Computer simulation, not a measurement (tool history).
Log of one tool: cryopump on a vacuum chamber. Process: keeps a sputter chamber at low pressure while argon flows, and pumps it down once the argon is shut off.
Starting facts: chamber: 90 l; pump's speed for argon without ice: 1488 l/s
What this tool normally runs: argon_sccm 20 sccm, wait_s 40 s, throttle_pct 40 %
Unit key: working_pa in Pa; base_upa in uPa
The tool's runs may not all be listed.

| run | hour | argon_sccm | wait_s | throttle_pct | working_pa | base_upa |
|---|---|---|---|---|---|---|
| 1 | 0 | 20 | 40 | 40 | 0.0594 | 3.21 |
| 2 | 16.4 | 20 | 40 | 40 | 0.06 | 3.21 |
| 3 | 44 | 20 | 40 | 40 | 0.0583 | 3.14 |
| 4 | 62.2 | 20 | 40 | 40 | 0.0611 | 3.15 |
| 5 | 93.4 | 20 | 40 | 40 | 0.0607 | 3.16 |
| 6 | 110.2 | 20 | 34 | 40 | 0.0605 | 3.62 |
| 7 | 123.5 | 20 | 28 | 40 | 0.0605 | 3.96 |
|  | 149.8 | leaking fittings of the chamber tightened, without venting |
| 8 | 154.8 | 13 | 40 | 28 | 0.0537 | 2.24 |
| 9 | 181.3 | 11 | 88 | 28 | 0.0467 | 1.16 |
| 10 | 200.9 | 17 | 25 | 40 | 0.0509 | 3.52 |
| 11 | 226.2 | 39 | 97 | 40 | 0.1189 | 1.11 |

Branching from run 11: 4 alternative next runs. What would each branch give?
| A | 248.3 | 36 | 82 | 20 | ? | ? |
| B | 248.3 | 40 | 55 | 19 | ? | ? |
| C | 248.3 | 39 | 32 | 40 | ? | ? |
| D | 248.3 | 28 | 97 | 40 | ? | ? |

| run | working_pa | base_upa |
|---|---|---|
| A | 0.2108 | 1.24 |
| B | 0.2454 | 1.69 |
| C | 0.1174 | 2.76 |
| D | 0.0853 | 1.1 |
Take away the tool's hidden state, keep each run's random variation, and the runs would have read:
| run | working_pa | base_upa |
|---|---|---|
| A | 0.2045 | 1.15 |
| B | 0.2383 | 1.6 |
| C | 0.1105 | 2.66 |
| D | 0.0803 | 1.01 |

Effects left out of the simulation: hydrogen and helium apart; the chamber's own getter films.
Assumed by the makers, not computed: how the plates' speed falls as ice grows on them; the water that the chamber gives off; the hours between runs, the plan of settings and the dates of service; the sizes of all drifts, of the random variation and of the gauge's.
